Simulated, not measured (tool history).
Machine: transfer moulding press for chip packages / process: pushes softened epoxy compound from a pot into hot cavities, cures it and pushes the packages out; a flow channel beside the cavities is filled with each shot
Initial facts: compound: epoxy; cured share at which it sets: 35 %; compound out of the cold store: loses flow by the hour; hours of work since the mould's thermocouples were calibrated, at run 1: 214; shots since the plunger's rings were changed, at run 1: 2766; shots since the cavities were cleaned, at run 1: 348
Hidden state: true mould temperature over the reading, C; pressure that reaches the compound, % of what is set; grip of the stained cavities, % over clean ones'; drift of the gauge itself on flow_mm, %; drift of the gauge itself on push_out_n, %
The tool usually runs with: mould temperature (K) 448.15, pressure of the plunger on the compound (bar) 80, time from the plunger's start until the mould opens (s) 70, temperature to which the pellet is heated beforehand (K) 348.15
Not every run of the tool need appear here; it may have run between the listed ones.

| run | day | mould temperature (K) | pressure of the plunger on the compound (bar) | time from the plunger's start until the mould opens (s) | temperature to which the pellet is heated beforehand (K) | hours of work since the mould's thermocouples were calibrated | shots since the plunger's rings were changed | shots since the cavities were cleaned | incoming compound's hours out of the cold store | length that the compound runs in the flow channel (mm) | greatest force on the pins that push the packages out (N) |
|---|---|---|---|---|---|---|---|---|---|---|---|
| 1 | 0 | 448.15 | 80 | 70 | 348.15 | 214 | 2766 | 348 | 22.4 | 806 | 247 |
|  | 0.362 | cavities cleaned with cleaning compound and waxed |
|  | 1.425 | plunger's sealing rings changed |
|  | 2.112 | cavities cleaned with cleaning compound and waxed |
| 2 | 2.912 | 448.15 | 80 | 51 | 348.15 | 250 | 428 | 241 | 40.1 | 780 | 397 |
|  | 3.608 | cavities cleaned with cleaning compound and waxed |
| 3 | 4.779 | 448.15 | 80 | 70 | 348.15 | 275 | 967 | 351 | 27 | 819 | 260 |
|  | 5.233 | cavities cleaned with cleaning compound and waxed |
|  | 6.808 | cavities cleaned with cleaning compound and waxed |
| 4 | 7.738 | 448.15 | 78.3 | 70 | 348.15 | 314 | 1817 | 279 | 36.6 | 760 | 244 |
|  | 8.404 | cavities cleaned with cleaning compound and waxed |
| 5 | 9.55 | 448.15 | 78.3 | 70 | 348.15 | 338 | 2341 | 344 | 32.1 | 767 | 250 |
|  | 10.017 | cavities cleaned with cleaning compound and waxed |
| 6 | 10.933 | 448.15 | 78.3 | 70 | 348.15 | 356 | 2737 | 276 | 20 | 807 | 231 |
|  | 11.55 | cavities cleaned with cleaning compound and waxed |
|  | 12.546 | plunger's sealing rings changed |
|  | 13.2 | cavities cleaned with cleaning compound and waxed |
| 7 | 13.658 | 448.15 | 78.3 | 70 | 347.15 | 391 | 315 | 139 | 44.6 | 749 | 211 |
|  | 14.838 | cavities cleaned with cleaning compound and waxed |
|  | 16.333 | cavities cleaned with cleaning compound and waxed |
| 8 | 16.342 | 448.15 | 78.3 | 70 | 347.15 | 426 | 1081 | 3 | 38.6 | 764 | 183 |
|  | 17.912 | cavities cleaned with cleaning compound and waxed |
| 9 | 19.229 | 448.15 | 80 | 70 | 348.15 | 465 | 1926 | 394 | 36.1 | 762 | 243 |
|  | 19.583 | cavities cleaned with cleaning compound and waxed |
| 10 | 20.633 | 448.15 | 80 | 70 | 348.15 | 483 | 2329 | 315 | 18.4 | 831 | 248 |
|  | 21.208 | cavities cleaned with cleaning compound and waxed |
|  | 22.746 | cavities cleaned with cleaning compound and waxed |
|  | 23.604 | plunger's sealing rings changed |
| 11 | 23.888 | 448.15 | 80 | 70 | 348.15 | 525 | 86 | 311 | 44.2 | 763 | 230 |
|  | 24.458 | cavities cleaned with cleaning compound and waxed |
|  | 26.004 | cavities cleaned with cleaning compound and waxed |
| 12 | 26.675 | 448.15 | 80 | 70 | 357.15 | 561 | 883 | 201 | 23.5 | 830 | 231 |
|  | 27.5 | cavities cleaned with cleaning compound and waxed |
|  | 29.017 | cavities cleaned with cleaning compound and waxed |
| 13 | 29.446 | 444.15 | 80 | 58 | 340.15 | 597 | 1676 | 129 | 31.3 | 806 | 371 |
|  | 30.617 | cavities cleaned with cleaning compound and waxed |
| 14 | 31.967 | 451.15 | 80 | 103 | 346.15 | 631 | 2412 | 404 | 16.9 | 825 | 221 |
|  | 32.204 | cavities cleaned with cleaning compound and waxed |
|  | 33.821 | cavities cleaned with cleaning compound and waxed |
|  | 34.604 | plunger's sealing rings changed |
| 15 | 34.617 | 455.15 | 80 | 103 | 346.15 | 665 | 4 | 207 | 40.8 | 763 | 204 |
|  | 35.5 | cavities cleaned with cleaning compound and waxed |
|  | 37.104 | cavities cleaned with cleaning compound and waxed |
| 16 | 37.562 | 453.15 | 63.5 | 75 | 354.15 | 703 | 850 | 138 | 33 | 692 | 202 |
|  | 38.671 | cavities cleaned with cleaning compound and waxed |
| 17 | 39.388 | 448.15 | 62.8 | 70 | 339.15 | 727 | 1377 | 215 | 37.4 | 689 | 220 |
|  | 40.192 | cavities cleaned with cleaning compound and waxed |
|  | 41.708 | cavities cleaned with cleaning compound and waxed |
| 18 | 41.967 | 448.15 | 62.8 | 70 | 339.15 | 761 | 2113 | 78 | 10.7 | 759 | 220 |
|  | 43.3 | cavities cleaned with cleaning compound and waxed |
|  | 44.771 | cavities cleaned with cleaning compound and waxed |
| 19 | 45.204 | 454.15 | 80 | 70 | 358.15 | 804 | 3044 | 129 | 17.1 | 816 | 196 |
|  | 45.717 | plunger's sealing rings changed |
|  | 46.446 | cavities cleaned with cleaning compound and waxed |
|  | 46.896 | mould's thermocouples calibrated |
| 20 | 46.904 | 448.15 | 80 | 70 | 353.15 | 0 | 312 | 112 | 21.7 | 847 | 219 |
|  | 48.062 | cavities cleaned with cleaning compound and waxed |
|  | 49.754 | cavities cleaned with cleaning compound and waxed |
| 21 | 49.962 | 444.15 | 80 | 51 | 348.15 | 40 | 1191 | 62 | 32.3 | 802 | 481 |
|  | 51.354 | cavities cleaned with cleaning compound and waxed |
|  | 52.979 | cavities cleaned with cleaning compound and waxed |
| 22 | 53.108 | 443.15 | 79 | 100 | 340.15 | 82 | 2096 | 38 | 8.4 | 890 | 191 |
|  | 54.675 | cavities cleaned with cleaning compound and waxed |
| 23 | 55.242 | 443.15 | 79 | 100 | 340.15 | 110 | 2716 | 169 | 11.4 | 852 | 202 |

Alternative continuations, all from the tool just after run 23; predict every row:
|  | 56.312 | cavities cleaned with cleaning compound and waxed |
|  | 56.838 | plunger's sealing rings changed |
| A | 57.6 | 449.15 | 94.4 | 70 | 348.15 | 140 | 227 | 353 | 28.2 | ? | ? |
|  | 56.312 | cavities cleaned with cleaning compound and waxed |
|  | 56.838 | plunger's sealing rings changed |
| B | 57.6 | 448.15 | 80 | 81 | 348.15 | 140 | 227 | 353 | 12 | ? | ? |
|  | 56.312 | cavities cleaned with cleaning compound and waxed |
|  | 56.838 | plunger's sealing rings changed |
| C | 57.6 | 454.15 | 69.7 | 70 | 340.15 | 140 | 227 | 353 | 13.4 | ? | ? |
|  | 56.312 | cavities cleaned with cleaning compound and waxed |
|  | 56.838 | plunger's sealing rings changed |
| D | 57.6 | 448.15 | 62.9 | 62 | 356.15 | 140 | 227 | 353 | 27.3 | ? | ? |
|  | 56.312 | cavities cleaned with cleaning compound and waxed |
|  | 56.838 | plunger's sealing rings changed |
| E | 57.6 | 455.15 | 78.8 | 100 | 353.15 | 140 | 227 | 353 | 30.4 | ? | ? |

| run | length that the compound runs in the flow channel (mm) | greatest force on the pins that push the packages out (N) |
|---|---|---|
| A | 895 | 238 |
| B | 888 | 225 |
| C | 801 | 227 |
| D | 731 | 276 |
| E | 787 | 205 |
Without the tool's unlogged condition, the same runs would have read:
| run | length that the compound runs in the flow channel (mm) | greatest force on the pins that push the packages out (N) |
|---|---|---|
| A | 898 | 189 |
| B | 892 | 180 |
| C | 805 | 182 |
| D | 734 | 219 |
| E | 790 | 163 |
